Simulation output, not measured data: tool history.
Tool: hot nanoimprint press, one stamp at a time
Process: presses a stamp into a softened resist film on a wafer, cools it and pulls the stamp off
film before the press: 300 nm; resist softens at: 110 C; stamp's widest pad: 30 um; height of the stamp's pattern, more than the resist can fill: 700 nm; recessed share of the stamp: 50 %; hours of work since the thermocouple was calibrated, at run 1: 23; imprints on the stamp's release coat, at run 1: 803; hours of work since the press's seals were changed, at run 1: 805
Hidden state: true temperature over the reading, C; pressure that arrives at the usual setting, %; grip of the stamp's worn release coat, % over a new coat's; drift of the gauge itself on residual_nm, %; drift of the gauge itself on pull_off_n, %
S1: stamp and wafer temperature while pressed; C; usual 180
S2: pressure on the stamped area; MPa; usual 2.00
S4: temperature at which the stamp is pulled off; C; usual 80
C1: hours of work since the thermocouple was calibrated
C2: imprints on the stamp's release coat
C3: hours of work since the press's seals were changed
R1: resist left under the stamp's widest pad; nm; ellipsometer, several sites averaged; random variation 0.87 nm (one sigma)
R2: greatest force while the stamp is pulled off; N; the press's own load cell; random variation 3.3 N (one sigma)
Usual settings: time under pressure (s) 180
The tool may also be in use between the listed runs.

Run 1, day 0.000: usual settings; C1 23; C2 803; C3 805. Result: R1 121.4 nm, R2 178 N.
At day 1.846: stamp cleaned and given a new release coat.
Run 2, day 2.479: usual settings; C1 47; C2 27; C3 829. Result: R1 120.4 nm, R2 155 N.
Run 3, day 4.329: usual settings; C1 68; C2 105; C3 850. Result: R1 121.1 nm, R2 157 N.
Run 4, day 7.279: usual settings; C1 100; C2 231; C3 882. Result: R1 122.2 nm, R2 164 N.
Run 5, day 10.971: usual settings; C1 141; C2 388; C3 923. Result: R1 122.2 nm, R2 173 N.
Run 6, day 13.750: usual settings but S4 72 C; C1 171; C2 507; C3 953. Result: R1 121.1 nm, R2 174 N.
Run 7, day 15.729: usual settings but S4 72 C; C1 193; C2 591; C3 975. Result: R1 123.1 nm, R2 175 N.
Run 8, day 17.738: usual settings but S2 2.97 MPa, S4 72 C; C1 215; C2 677; C3 997. Result: R1 97.7 nm, R2 182 N.
Run 9, day 21.112: usual settings but S4 84 C; C1 252; C2 821; C3 1034. Result: R1 124.6 nm, R2 167 N.
At day 22.625: stamp cleaned and given a new release coat.
Run 10, day 24.162: usual settings but S4 84 C; C1 283; C2 65; C3 1065. Result: R1 123.7 nm, R2 157 N.
Run 11, day 26.529: usual settings but S4 84 C; C1 309; C2 166; C3 1091. Result: R1 124.6 nm, R2 155 N.
At day 27.583: press's hydraulic seals changed and the load cell set to zero.
Run 12, day 30.638: usual settings but S4 66 C; C1 350; C2 327; C3 34. Result: R1 120.1 nm, R2 173 N.
At day 32.158: plate thermocouple calibrated.
Run 13, day 34.733: usual settings but S2 1.49 MPa, S4 66 C; C1 28; C2 496; C3 77. Result: R1 144.8 nm, R2 187 N.
Run 14, day 37.050: usual settings but S2 1.49 MPa, S4 66 C; C1 54; C2 595; C3 103. Result: R1 144.8 nm, R2 188 N.
Run 15, day 40.133: usual settings but S2 1.49 MPa, S4 66 C; C1 88; C2 726; C3 137. Result: R1 145.9 nm, R2 188 N.
Run 16, day 41.833: usual settings but time under pressure (s) 331; C1 106; C2 799; C3 155. Result: R1 101.3 nm, R2 169 N.
At day 43.917: stamp cleaned and given a new release coat.
Run 17, day 46.162: usual settings but time under pressure (s) 331; C1 151; C2 96; C3 200. Result: R1 100.6 nm, R2 161 N.
Run 18, day 49.688: usual settings but S1 176 C, time under pressure (s) 331; C1 190; C2 246; C3 239. Result: R1 113.5 nm, R2 163 N.
Run 19, day 52.712: usual settings but S1 177 C, S4 84 C; C1 223; C2 375; C3 272. Result: R1 137.8 nm, R2 159 N.
At day 55.917: plate thermocouple calibrated, once more.
Run 20, day 55.917: usual settings but S1 177 C, S4 84 C; C1 0; C2 506; C3 306. Result: R1 132.0 nm, R2 161 N.
Run 21, day 59.038: usual settings but S1 176 C, S2 1.37 MPa, time under pressure (s) 231, S4 72 C; C1 34; C2 639; C3 340. Result: R1 154.4 nm, R2 175 N.

Hidden state or all else? Some run-to-run changes of R1, split into what the settings, what came in and random variation would give without the hidden state, and what is left for the hidden state (with any gauge scatter that isn't in both results):
Run 8 -> 9: S2 2.97 -> 2.00, S4 72 -> 84. R1 +26.9 nm: hidden state -0.3, all else +27.2.
Run 11 -> 12: S4 84 -> 66, press's hydraulic seals changed and the load cell set to zero. R1 -4.5 nm: hidden state -3.9, all else -0.6.
Run 15 -> 16: S2 1.49 -> 2.00, time under pressure (s) 180 -> 331, S4 66 -> 80. R1 -44.6 nm: hidden state -1.0, all else -43.6.
Run 19 -> 20: plate thermocouple calibrated, once more. R1 -5.8 nm: hidden state -6.1, all else +0.3.
